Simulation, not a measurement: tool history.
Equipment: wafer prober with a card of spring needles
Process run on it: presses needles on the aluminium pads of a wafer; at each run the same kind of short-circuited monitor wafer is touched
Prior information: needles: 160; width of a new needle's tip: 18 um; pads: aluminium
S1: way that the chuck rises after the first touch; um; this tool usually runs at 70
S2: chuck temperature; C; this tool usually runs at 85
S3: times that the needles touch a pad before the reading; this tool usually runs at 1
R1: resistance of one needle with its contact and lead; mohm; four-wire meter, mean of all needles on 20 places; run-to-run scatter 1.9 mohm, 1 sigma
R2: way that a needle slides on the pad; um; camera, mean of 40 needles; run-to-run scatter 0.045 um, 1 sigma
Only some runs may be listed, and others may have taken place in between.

| run | hour | S1 | S2 | S3 | R1 | R2 |
|---|---|---|---|---|---|---|
| 1 | 0 | 70 | 85 | 1 | 212 | 13.61 |
|  | 6.2 | tips cleaned on abrasive film |
|  | 14.4 | tips cleaned on abrasive film |
|  | 22.7 | tips cleaned on abrasive film |
|  | 34.7 | card fitted with new needles |
|  | 42.9 | tips cleaned on abrasive film |
|  | 53.2 | tips cleaned on abrasive film |
|  | 61.4 | tips cleaned on abrasive film |
| 2 | 69.5 | 70 | 85 | 1 | 209 | 13.63 |
|  | 71.6 | tips cleaned on abrasive film |
|  | 81.9 | tips cleaned on abrasive film |
|  | 90.1 | tips cleaned on abrasive film |
|  | 100.4 | tips cleaned on abrasive film |
|  | 108.6 | tips cleaned on abrasive film |
|  | 116.8 | tips cleaned on abrasive film |
|  | 125.1 | tips cleaned on abrasive film |
|  | 133.3 | tips cleaned on abrasive film |
|  | 143.6 | tips cleaned on abrasive film |
|  | 153.8 | tips cleaned on abrasive film |
| 3 | 156.9 | 50 | 85 | 1 | 213 | 9.66 |
|  | 163.1 | tips cleaned on abrasive film |
|  | 171.3 | tips cleaned on abrasive film |
|  | 179.6 | tips cleaned on abrasive film |
|  | 187.8 | tips cleaned on abrasive film |
|  | 198.1 | tips cleaned on abrasive film |
|  | 206.3 | tips cleaned on abrasive film |
|  | 214.5 | tips cleaned on abrasive film |
|  | 222.8 | tips cleaned on abrasive film |
|  | 233 | tips cleaned on abrasive film |
| 4 | 238.9 | 50 | 85 | 1 | 212 | 9.69 |
|  | 243 | tips cleaned on abrasive film |
|  | 251.3 | tips cleaned on abrasive film |
|  | 261.5 | tips cleaned on abrasive film |
|  | 269.8 | tips cleaned on abrasive film |
|  | 274.1 | height of the first contact set anew |
|  | 278.3 | tips cleaned on abrasive film |
|  | 288.4 | tips cleaned on abrasive film |
| 5 | 288.4 | 50 | 85 | 1 | 216 | 9.69 |
|  | 296.6 | tips cleaned on abrasive film |
|  | 306.9 | tips cleaned on abrasive film |
|  | 315.1 | tips cleaned on abrasive film |
|  | 325.4 | tips cleaned on abrasive film |
|  | 333.6 | tips cleaned on abrasive film |
| 6 | 337.8 | 70 | 85 | 1 | 209 | 13.62 |
|  | 341.9 | tips cleaned on abrasive film |
|  | 350.2 | tips cleaned on abrasive film |
|  | 360.4 | tips cleaned on abrasive film |
|  | 368.7 | tips cleaned on abrasive film |
|  | 376.9 | tips cleaned on abrasive film |
|  | 385.1 | tips cleaned on abrasive film |
|  | 393.4 | tips cleaned on abrasive film |
|  | 403.6 | tips cleaned on abrasive film |
|  | 413.9 | tips cleaned on abrasive film |
| 7 | 421.2 | 70 | 31 | 1 | 195 | 13.59 |
|  | 423.3 | tips cleaned on abrasive film |
|  | 433.6 | tips cleaned on abrasive film |
|  | 441.8 | tips cleaned on abrasive film |
|  | 452.1 | tips cleaned on abrasive film |
|  | 460.3 | tips cleaned on abrasive film |
|  | 468.6 | tips cleaned on abrasive film |
|  | 476.8 | tips cleaned on abrasive film |
|  | 487.1 | tips cleaned on abrasive film |
| 8 | 495.1 | 70 | 31 | 1 | 198 | 13.53 |
|  | 497.2 | tips cleaned on abrasive film |
|  | 505.5 | tips cleaned on abrasive film |
|  | 513.7 | tips cleaned on abrasive film |
|  | 514 | height of the first contact set anew |
|  | 522.2 | tips cleaned on abrasive film |
|  | 530.4 | tips cleaned on abrasive film |
| 9 | 537.5 | 70 | 31 | 1 | 197 | 13.58 |
|  | 539.6 | tips cleaned on abrasive film |
|  | 549.9 | tips cleaned on abrasive film |
|  | 560.1 | tips cleaned on abrasive film |
|  | 570.4 | tips cleaned on abrasive film |
|  | 578.6 | tips cleaned on abrasive film |
|  | 588.9 | tips cleaned on abrasive film |
|  | 599.2 | tips cleaned on abrasive film |
|  | 607.4 | tips cleaned on abrasive film |
|  | 615.6 | tips cleaned on abrasive film |
| 10 | 617.6 | 72 | 85 | 1 | 206 | 13.97 |
|  | 625.8 | tips cleaned on abrasive film |
|  | 634 | tips cleaned on abrasive film |
|  | 642.3 | tips cleaned on abrasive film |
|  | 650.5 | tips cleaned on abrasive film |
|  | 658.7 | tips cleaned on abrasive film |
|  | 669 | tips cleaned on abrasive film |
|  | 677.2 | tips cleaned on abrasive film |
| 11 | 681.5 | 70 | 85 | 1 | 209 | 13.56 |
|  | 685.7 | tips cleaned on abrasive film |
|  | 693.9 | tips cleaned on abrasive film |
|  | 702.2 | tips cleaned on abrasive film |
|  | 712.4 | tips cleaned on abrasive film |
|  | 720.7 | tips cleaned on abrasive film |
|  | 728.9 | tips cleaned on abrasive film |
|  | 737.1 | tips cleaned on abrasive film |
| 12 | 737.3 | 73 | 94 | 1 | 208 | 14.16 |
|  | 745.5 | tips cleaned on abrasive film |
|  | 753.7 | tips cleaned on abrasive film |
|  | 754 | height of the first contact set anew |
|  | 762.3 | tips cleaned on abrasive film |
|  | 772.5 | tips cleaned on abrasive film |
|  | 782.8 | tips cleaned on abrasive film |
| 13 | 783.3 | 79 | 77 | 3 | 204 | 15.24 |
|  | 791.6 | tips cleaned on abrasive film |
|  | 799.8 | tips cleaned on abrasive film |
|  | 808 | tips cleaned on abrasive film |
|  | 816.3 | tips cleaned on abrasive film |
|  | 824.5 | tips cleaned on abrasive film |
| 14 | 825.5 | 56 | 48 | 3 | 201 | 10.81 |
|  | 833.7 | tips cleaned on abrasive film |
|  | 844 | tips cleaned on abrasive film |
|  | 852.2 | tips cleaned on abrasive film |
|  | 862.5 | tips cleaned on abrasive film |
|  | 870.7 | tips cleaned on abrasive film |
|  | 881 | tips cleaned on abrasive film |
|  | 889.2 | tips cleaned on abrasive film |
|  | 897.4 | tips cleaned on abrasive film |
|  | 906.2 | tips cleaned on abrasive film |
| 15 | 906.2 | 55 | 43 | 1 | 202 | 10.67 |
|  | 916.4 | tips cleaned on abrasive film |
|  | 924.7 | tips cleaned on abrasive film |
|  | 934.9 | tips cleaned on abrasive film |
|  | 943.2 | tips cleaned on abrasive film |
|  | 951.4 | tips cleaned on abrasive film |
|  | 961.7 | tips cleaned on abrasive film |
|  | 969.9 | tips cleaned on abrasive film |
|  | 980.2 | tips cleaned on abrasive film |
|  | 988.4 | tips cleaned on abrasive film |
|  | 994.5 | height of the first contact set anew |
| 16 | 994.5 | 55 | 43 | 2 | 204 | 10.69 |
|  | 998.7 | tips cleaned on abrasive film |
|  | 1006.9 | tips cleaned on abrasive film |
|  | 1015.2 | tips cleaned on abrasive film |
|  | 1023.4 | tips cleaned on abrasive film |
|  | 1031.6 | tips cleaned on abrasive film |
|  | 1041.9 | tips cleaned on abrasive film |
|  | 1050.1 | tips cleaned on abrasive film |
|  | 1058.3 | tips cleaned on abrasive film |
|  | 1066.6 | tips cleaned on abrasive film |
|  | 1076.8 | tips cleaned on abrasive film |
|  | 1085.1 | tips cleaned on abrasive film |
| 17 | 1090.1 | 60 | 30 | 1 | 200 | 11.57 |
|  | 1094.3 | tips cleaned on abrasive film |
|  | 1104.6 | tips cleaned on abrasive film |
|  | 1112.8 | tips cleaned on abrasive film |
|  | 1123.1 | tips cleaned on abrasive film |
|  | 1131.3 | tips cleaned on abrasive film |
|  | 1141.6 | tips cleaned on abrasive film |
|  | 1149.8 | tips cleaned on abrasive film |
|  | 1158 | tips cleaned on abrasive film |
| 18 | 1158.3 | 60 | 30 | 1 | 199 | 11.55 |

Estimate the outcome of run 19 from the log above:
|  | 1166.6 | tips cleaned on abrasive film |
|  | 1174.8 | tips cleaned on abrasive film |
|  | 1183 | tips cleaned on abrasive film |
|  | 1191.3 | tips cleaned on abrasive film |
|  | 1199.5 | tips cleaned on abrasive film |
|  | 1207.7 | tips cleaned on abrasive film |
| 19 | 1211.3 | 60 | 85 | 2 | ? | ? |

{"run 19": {"R1": 211, "R2": 11.55}}
Had the tool carried no hidden state, the very same run would have given R1 211 mohm, R2 11.68 um.
